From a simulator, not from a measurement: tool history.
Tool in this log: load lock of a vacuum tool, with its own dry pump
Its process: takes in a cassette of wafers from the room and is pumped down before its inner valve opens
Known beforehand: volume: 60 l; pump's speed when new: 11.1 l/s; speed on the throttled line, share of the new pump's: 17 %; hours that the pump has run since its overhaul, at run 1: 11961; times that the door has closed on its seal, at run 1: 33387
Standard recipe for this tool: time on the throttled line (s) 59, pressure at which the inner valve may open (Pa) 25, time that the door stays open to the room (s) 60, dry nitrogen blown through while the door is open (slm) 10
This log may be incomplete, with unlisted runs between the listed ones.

run,hour,time on the throttled line (s),pressure at which the inner valve may open (Pa),time that the door stays open to the room (s),dry nitrogen blown through while the door is open (slm),hours that the pump has run since its overhaul,times that the door has closed on its seal,"incoming humidity of the room's air, %",time from the closed door until the inner valve may open (s),rise of the pressure with all valves shut (Pa/min)
1,0.0,59,25,60,10,11961,33387,43.3,100.2,0.154
2,172.5,59,25,60,10,12134,34015,42.2,100.4,0.155
3,509.1,65,25,60,10,12470,35239,44.4,104.9,0.165
4,812.6,43,25,60,10,12774,36343,44.8,87.3,0.171
5,1101.6,59,25,60,6,13063,37395,43.9,101.0,0.173
6,1277.7,59,25,60,6,13239,38035,44.7,99.2,0.186
7,1447.4,59,25,60,6,13408,38653,44.9,100.0,0.187
8,1588.6,59,25,60,6,13550,39167,44.9,99.6,0.187
9,1797.6,59,25,60,6,13759,39927,45.2,100.5,0.189
10,2053.8,59,25,60,6,14015,40859,44.7,101.6,0.196
11,2358.6,59,25,60,6,14320,41968,48.4,101.2,0.205
12,2614.2,36,25,70,42,14575,42897,47.6,82.2,0.186
13,2823.7,36,25,70,42,14785,43660,45.6,83.0,0.186
14,3073.3,39,29,55,5,15034,44568,49.7,84.5,0.220
15,3400.3,59,49,60,10,15361,45757,43.9,97.4,0.209
16,3746.0,36,38,97,7,15707,47015,46.0,80.4,0.254
17,3939.5,59,43,193,10,15901,47719,42.0,98.1,0.294
18,4147.6,48,49,117,10,16109,48476,42.3,88.4,0.264
19,4461.0,48,49,117,10,16422,49616,48.4,88.2,0.282
20,4733.3,59,25,182,10,16694,50607,45.3,102.9,0.310
21,5038.4,50,18,62,10,16999,51717,45.1,97.5,0.257

Measured result minus the same run's result without the hidden state. Both carry the same run-to-run variation, though not necessarily the same gauge scatter:
The tool's hidden condition here consists of: pump's speed, % of a new pump's; leak at the door's seal, Pa l/s; drift of the gauge itself on ready_s, %; drift of the gauge itself on rise_pa_min, %.
run,time from the closed door until the inner valve may open (s),rise of the pressure with all valves shut (Pa/min)
1,+5.6,+0.101
2,+5.6,+0.101
3,+5.6,+0.109
4,+6.6,+0.114
5,+6.2,+0.118
6,+6.2,+0.123
7,+6.3,+0.125
8,+6.4,+0.126
9,+6.5,+0.129
10,+6.8,+0.135
11,+6.9,+0.137
12,+7.9,+0.146
13,+8.0,+0.150
14,+7.8,+0.155
15,+6.7,+0.161
16,+8.1,+0.168
17,+7.2,+0.174
18,+7.5,+0.177
19,+7.7,+0.187
20,+8.4,+0.189
21,+9.4,+0.197

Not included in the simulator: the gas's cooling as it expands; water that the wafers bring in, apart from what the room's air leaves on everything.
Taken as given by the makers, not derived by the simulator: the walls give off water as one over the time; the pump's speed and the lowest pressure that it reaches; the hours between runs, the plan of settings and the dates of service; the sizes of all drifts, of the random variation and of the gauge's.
